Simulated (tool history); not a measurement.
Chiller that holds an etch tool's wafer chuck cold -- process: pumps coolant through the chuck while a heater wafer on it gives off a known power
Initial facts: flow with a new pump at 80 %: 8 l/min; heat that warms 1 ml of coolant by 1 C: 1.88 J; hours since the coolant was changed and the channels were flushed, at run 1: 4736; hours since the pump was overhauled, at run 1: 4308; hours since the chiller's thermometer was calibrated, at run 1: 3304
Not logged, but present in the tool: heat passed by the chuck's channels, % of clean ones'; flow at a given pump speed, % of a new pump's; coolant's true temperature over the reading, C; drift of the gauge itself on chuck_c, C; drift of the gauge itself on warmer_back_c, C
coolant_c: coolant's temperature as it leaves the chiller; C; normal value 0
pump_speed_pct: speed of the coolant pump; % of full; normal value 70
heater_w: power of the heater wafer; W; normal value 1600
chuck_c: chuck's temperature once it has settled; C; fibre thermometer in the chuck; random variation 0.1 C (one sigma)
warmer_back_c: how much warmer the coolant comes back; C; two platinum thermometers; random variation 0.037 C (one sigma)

run,hour,coolant_c,pump_speed_pct,heater_w,hours since the coolant was changed and the channels were flushed,hours since the pump was overhauled,hours since the chiller's thermometer was calibrated,chuck_c,warmer_back_c
1,0.0,0,70,1600,4736,4308,3304,16.0,7.98
2,155.1,0,70,1600,4891,4464,3460,16.1,7.99
3,240.4,3,70,1600,4976,4549,3545,19.2,7.92
4,363.2,3,70,1600,5099,4672,3668,19.3,8.00
5,468.5,0,70,1177,5204,4777,3773,12.1,5.89
6,589.8,0,70,1809,5326,4898,3894,18.2,9.04
7,666.6,0,70,1809,5403,4975,3971,18.5,9.07
8,820.2,0,70,1809,5556,5129,4125,18.6,9.08
9,900.8,0,70,1600,5637,5209,4205,16.6,8.04
10,986.4,0,70,1600,5722,5295,4291,16.5,8.07
11,1069.5,0,70,1600,5806,5378,4374,16.6,8.04
12,1208.7,0,70,1600,5945,5517,4513,16.7,8.10
13,1354.6,0,70,1600,6091,5663,4659,16.6,8.11
14,1503.6,0,70,1308,6240,5812,4808,14.0,6.61
15,1630.3,0,70,1308,6366,5939,4935,13.6,6.59
16,1697.2,0,70,1308,6433,6006,5002,14.0,6.66
# hour 1790.5: chiller's thermometer calibrated
17,1809.5,-4,88,976,6545,6117,19,3.8,3.90
18,1927.0,-4,88,1107,6662,6234,136,5.0,4.39
19,2033.4,1,91,1330,6768,6341,243,11.6,5.09
20,2149.5,0,70,2374,6885,6457,359,24.3,12.09
21,2242.1,2,70,1133,6977,6550,452,13.5,5.81
22,2366.4,2,70,1133,7101,6674,576,13.6,5.86
23,2452.4,-1,71,1657,7187,6760,662,16.1,8.42
24,2528.6,-1,71,1970,7264,6836,738,19.2,9.97
25,2629.1,7,95,1600,7364,6937,839,19.5,5.92
26,2731.0,0,71,1600,7466,7038,940,16.4,8.23
27,2856.5,9,66,1535,7591,7164,1066,26.0,8.52
28,2941.4,-2,77,1600,7676,7249,1151,13.4,7.46

Run 29, settings as shown, results not yet in. Your forecast:
29,3097.4,-2,70,1600,7832,7405,1307,?,?

Run 29 yielded chuck_c 14.7 C, warmer_back_c 8.35 C.
On a tool with no hidden condition, and with the same random variation, this run would have come out at chuck_c 11.9 C, warmer_back_c 7.42 C.
